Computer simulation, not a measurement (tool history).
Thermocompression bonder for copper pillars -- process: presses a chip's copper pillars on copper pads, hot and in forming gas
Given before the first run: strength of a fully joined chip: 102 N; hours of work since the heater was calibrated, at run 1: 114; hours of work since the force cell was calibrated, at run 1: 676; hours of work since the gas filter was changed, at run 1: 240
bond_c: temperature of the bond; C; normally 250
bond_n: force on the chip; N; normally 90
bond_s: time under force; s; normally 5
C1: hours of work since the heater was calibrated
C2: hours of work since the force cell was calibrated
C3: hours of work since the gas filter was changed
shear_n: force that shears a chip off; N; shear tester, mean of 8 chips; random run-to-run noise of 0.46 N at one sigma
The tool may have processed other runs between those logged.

{"run": 1, "hour": 0.0, "bond_c": 250, "bond_n": 90, "bond_s": 5, "C1": 114, "C2": 676, "C3": 240, "shear_n": 46.2}
{"run": 2, "hour": 12.5, "bond_c": 250, "bond_n": 90, "bond_s": 5, "C1": 123, "C2": 685, "C3": 249, "shear_n": 47.0}
{"run": 3, "hour": 26.8, "bond_c": 250, "bond_n": 87, "bond_s": 5, "C1": 133, "C2": 695, "C3": 259, "shear_n": 45.5}
{"run": 4, "hour": 37.9, "bond_c": 250, "bond_n": 87, "bond_s": 5, "C1": 141, "C2": 703, "C3": 267, "shear_n": 45.7}
{"run": 5, "hour": 46.9, "bond_c": 236, "bond_n": 90, "bond_s": 5, "C1": 147, "C2": 709, "C3": 273, "shear_n": 39.3}
{"run": 6, "hour": 57.1, "bond_c": 236, "bond_n": 90, "bond_s": 5, "C1": 154, "C2": 716, "C3": 280, "shear_n": 39.3}
{"run": 7, "hour": 68.3, "bond_c": 250, "bond_n": 90, "bond_s": 5, "C1": 162, "C2": 724, "C3": 288, "shear_n": 47.6}
{"run": 8, "hour": 80.3, "bond_c": 250, "bond_n": 90, "bond_s": 5, "C1": 171, "C2": 733, "C3": 297, "shear_n": 47.9}
{"run": 9, "hour": 95.6, "bond_c": 250, "bond_n": 90, "bond_s": 5, "C1": 181, "C2": 743, "C3": 307, "shear_n": 47.9}
{"run": 10, "hour": 111.1, "bond_c": 250, "bond_n": 90, "bond_s": 5, "C1": 192, "C2": 754, "C3": 318, "shear_n": 46.7}
{"run": 11, "hour": 124.7, "bond_c": 250, "bond_n": 90, "bond_s": 15, "C1": 202, "C2": 764, "C3": 328, "shear_n": 66.1}
{"run": 12, "hour": 139.4, "bond_c": 250, "bond_n": 90, "bond_s": 5, "C1": 212, "C2": 774, "C3": 338, "shear_n": 46.3}
{"run": 13, "hour": 150.8, "bond_c": 257, "bond_n": 90, "bond_s": 5, "C1": 220, "C2": 782, "C3": 346, "shear_n": 51.8}
{"run": 14, "hour": 162.6, "bond_c": 238, "bond_n": 90, "bond_s": 5, "C1": 228, "C2": 790, "C3": 354, "shear_n": 40.0}
{"run": 15, "hour": 169.7, "bond_c": 238, "bond_n": 90, "bond_s": 5, "C1": 233, "C2": 795, "C3": 359, "shear_n": 40.3}
{"run": 16, "hour": 181.9, "bond_c": 250, "bond_n": 87, "bond_s": 5, "C1": 242, "C2": 804, "C3": 368, "shear_n": 45.4}
{"run": 17, "hour": 194.7, "bond_c": 250, "bond_n": 77, "bond_s": 5, "C1": 251, "C2": 813, "C3": 377, "shear_n": 39.1}
{"run": 18, "hour": 206.2, "bond_c": 244, "bond_n": 77, "bond_s": 5, "C1": 259, "C2": 821, "C3": 385, "shear_n": 36.3}
{"run": 19, "hour": 216.4, "bond_c": 250, "bond_n": 127, "bond_s": 5, "C1": 266, "C2": 828, "C3": 392, "shear_n": 66.0}
{"run": 20, "hour": 228.3, "bond_c": 250, "bond_n": 127, "bond_s": 5, "C1": 274, "C2": 836, "C3": 400, "shear_n": 64.8}
{"run": 21, "hour": 241.2, "bond_c": 274, "bond_n": 90, "bond_s": 5, "C1": 283, "C2": 845, "C3": 410, "shear_n": 60.3}
{"run": 22, "hour": 254.2, "bond_c": 222, "bond_n": 87, "bond_s": 8, "C1": 292, "C2": 855, "C3": 419, "shear_n": 36.7}
{"run": 23, "hour": 269.5, "bond_c": 257, "bond_n": 119, "bond_s": 4, "C1": 303, "C2": 865, "C3": 429, "shear_n": 63.1}
{"run": 24, "hour": 282.6, "bond_c": 250, "bond_n": 90, "bond_s": 7, "C1": 312, "C2": 874, "C3": 439, "shear_n": 52.8}
{"run": 25, "hour": 291.1, "bond_c": 271, "bond_n": 54, "bond_s": 3, "C1": 318, "C2": 880, "C3": 445, "shear_n": 27.5}
{"run": 26, "hour": 304.7, "bond_c": 264, "bond_n": 90, "bond_s": 6, "C1": 328, "C2": 890, "C3": 454, "shear_n": 58.7}
{"run": 27, "hour": 316.5, "bond_c": 242, "bond_n": 122, "bond_s": 8, "C1": 336, "C2": 898, "C3": 462, "shear_n": 67.1}
{"hour": 318.9, "done": "forming gas filter changed"}
{"run": 28, "hour": 324.1, "bond_c": 262, "bond_n": 83, "bond_s": 5, "C1": 341, "C2": 903, "C3": 4, "shear_n": 49.8}
{"run": 29, "hour": 333.6, "bond_c": 262, "bond_n": 83, "bond_s": 5, "C1": 348, "C2": 910, "C3": 10, "shear_n": 49.9}
{"run": 30, "hour": 347.5, "bond_c": 262, "bond_n": 83, "bond_s": 5, "C1": 358, "C2": 920, "C3": 20, "shear_n": 49.8}
{"run": 31, "hour": 359.8, "bond_c": 250, "bond_n": 90, "bond_s": 4, "C1": 366, "C2": 928, "C3": 29, "shear_n": 43.1}
{"run": 32, "hour": 370.4, "bond_c": 257, "bond_n": 119, "bond_s": 5, "C1": 374, "C2": 936, "C3": 36, "shear_n": 66.6}
{"run": 33, "hour": 377.2, "bond_c": 241, "bond_n": 99, "bond_s": 3, "C1": 378, "C2": 940, "C3": 41, "shear_n": 38.2}
{"run": 34, "hour": 387.8, "bond_c": 241, "bond_n": 99, "bond_s": 3, "C1": 386, "C2": 948, "C3": 48, "shear_n": 37.8}
{"run": 35, "hour": 401.4, "bond_c": 257, "bond_n": 63, "bond_s": 5, "C1": 395, "C2": 957, "C3": 58, "shear_n": 35.3}
{"hour": 404.4, "done": "force cell calibrated"}
{"run": 36, "hour": 410.6, "bond_c": 257, "bond_n": 93, "bond_s": 14, "C1": 401, "C2": 4, "C3": 63, "shear_n": 72.3}
{"run": 37, "hour": 417.3, "bond_c": 257, "bond_n": 93, "bond_s": 14, "C1": 406, "C2": 9, "C3": 68, "shear_n": 73.2}
{"run": 38, "hour": 426.9, "bond_c": 260, "bond_n": 90, "bond_s": 7, "C1": 412, "C2": 16, "C3": 75, "shear_n": 58.5}
{"run": 39, "hour": 439.6, "bond_c": 243, "bond_n": 79, "bond_s": 14, "C1": 421, "C2": 25, "C3": 84, "shear_n": 54.9}
{"run": 40, "hour": 453.3, "bond_c": 243, "bond_n": 79, "bond_s": 14, "C1": 431, "C2": 34, "C3": 93, "shear_n": 53.6}
{"run": 41, "hour": 460.1, "bond_c": 270, "bond_n": 63, "bond_s": 5, "C1": 435, "C2": 39, "C3": 98, "shear_n": 40.4}

What if the next run were any one of these 3? Each begins from the tool's condition after run 41:
{"run": "A", "hour": 469.0, "bond_c": 249, "bond_n": 101, "bond_s": 12, "C1": 442, "C2": 45, "C3": 104, "shear_n": "?"}
{"run": "B", "hour": 469.0, "bond_c": 250, "bond_n": 90, "bond_s": 4, "C1": 442, "C2": 45, "C3": 104, "shear_n": "?"}
{"run": "C", "hour": 469.0, "bond_c": 250, "bond_n": 85, "bond_s": 5, "C1": 442, "C2": 45, "C3": 104, "shear_n": "?"}

run=A shear_n=68.6
run=B shear_n=42.6
run=C shear_n=44.5
The same runs, with their run-to-run variation unchanged, on a tool lacking any hidden condition would have given:
run=A shear_n=68.7
run=B shear_n=42.7
run=C shear_n=44.6

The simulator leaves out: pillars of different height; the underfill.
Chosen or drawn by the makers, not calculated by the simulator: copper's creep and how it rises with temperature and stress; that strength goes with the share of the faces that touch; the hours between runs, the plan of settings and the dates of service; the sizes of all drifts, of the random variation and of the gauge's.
